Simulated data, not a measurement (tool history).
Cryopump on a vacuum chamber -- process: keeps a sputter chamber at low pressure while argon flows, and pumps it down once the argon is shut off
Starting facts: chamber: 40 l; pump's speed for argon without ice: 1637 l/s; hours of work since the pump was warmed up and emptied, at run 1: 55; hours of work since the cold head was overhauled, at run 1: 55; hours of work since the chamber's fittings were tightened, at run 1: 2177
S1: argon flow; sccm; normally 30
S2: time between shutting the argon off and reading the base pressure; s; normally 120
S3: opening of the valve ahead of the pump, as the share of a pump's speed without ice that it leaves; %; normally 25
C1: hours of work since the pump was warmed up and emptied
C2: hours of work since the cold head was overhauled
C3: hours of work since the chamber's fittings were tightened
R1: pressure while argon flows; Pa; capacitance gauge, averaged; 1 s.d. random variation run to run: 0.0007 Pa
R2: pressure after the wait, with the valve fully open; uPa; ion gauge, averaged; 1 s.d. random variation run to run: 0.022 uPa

run   hour  S1   S2  S3   C1   C2    C3      R1    R2
  1      0  30  120  25   55   55  2177  0.1251  1.25
  2   11.6  30  120  25   66   66  2187   0.125  1.23
  3   23.3  30  120  25   76   76  2197  0.1251  1.25
  4   36.7  30   32  25   88   88  2209  0.1253  2.34
      46.1  -- leaking fittings of the chamber tightened, without venting
  5   54.7  30   32  25  102  102     8  0.1237  1.67
  6   69.9  30   41  25  115  115    21  0.1254  1.35
  7   83.3  30   41  29  127  127    33  0.1083   1.3
  8   91.6  30   41  29  134  134    40  0.1079  1.26
  9  109.5  30  120  25  150  150    56  0.1254  0.59
 10  129.9  30  120  25  168  168    74  0.1273  0.55
 11  140.5  30  120  25  178  178    83  0.1261  0.63
 12  159.1  30  120  25  194  194   100  0.1257  0.61
 13  176.1  30  120  25  209  209   115  0.1271  0.59
 14  196.5  30  120  25  227  227   133  0.1271  0.64
 15  211.1  30  120  25  240  240   146  0.1268  0.64
 16  221.3  30  230  25  249  249   155  0.1261  0.46
 17    241  30  230  25  266  266   172  0.1273  0.46
 18  255.9  30  230  25  279  279   185  0.1265  0.48
 19  265.1  30   51  25  288  288   193  0.1269  1.17
 20    285  30   51  25  305  305   211  0.1275  1.17
 21  295.8  30   51  25  315  315   220  0.1259  1.18
 22  305.4  30   51  25  323  323   229  0.1286  1.18
 23  319.6  30   51  25  336  336   241  0.1268  1.18
 24  333.1  30   51  25  347  347   253  0.1268  1.14
 25  341.3  13   97  17  355  355   261  0.0811  0.77
 26  358.9  13   97  17  370  370   276  0.0808  0.79
 27  368.9  12  100  18  379  379   285  0.0705  0.76
 28  384.5  49  120  46  393  393   299  0.1165  0.71
 29  395.7  49  120  46  403  403   309   0.117   0.7
 30  408.1  49  120  46  414  414   319  0.1175  0.69
 31  423.7  20   37  46  428  428   333  0.0481  1.58
 32  441.7  58  108  41  443  443   349  0.1549  0.74
 33  459.3  58  108  41  459  459   365  0.1546  0.73

Describe how what the log doesn't record of the tool's condition differs between the last listed run preceding each entry between runs and the first listed run following it.
Between runs 4 and 5: leaking fittings of the chamber tightened, without venting (hour 46.1)
  pump's speed, % of a pump's without ice: 96.9 -> 96.6; leak into the chamber, uPa l/s: 1371 -> 310
  what was measured, less what the result would be without the hidden state, R1: +0.0014 -> +0.0015 Pa; R2: +0.71 -> +0.01 uPa
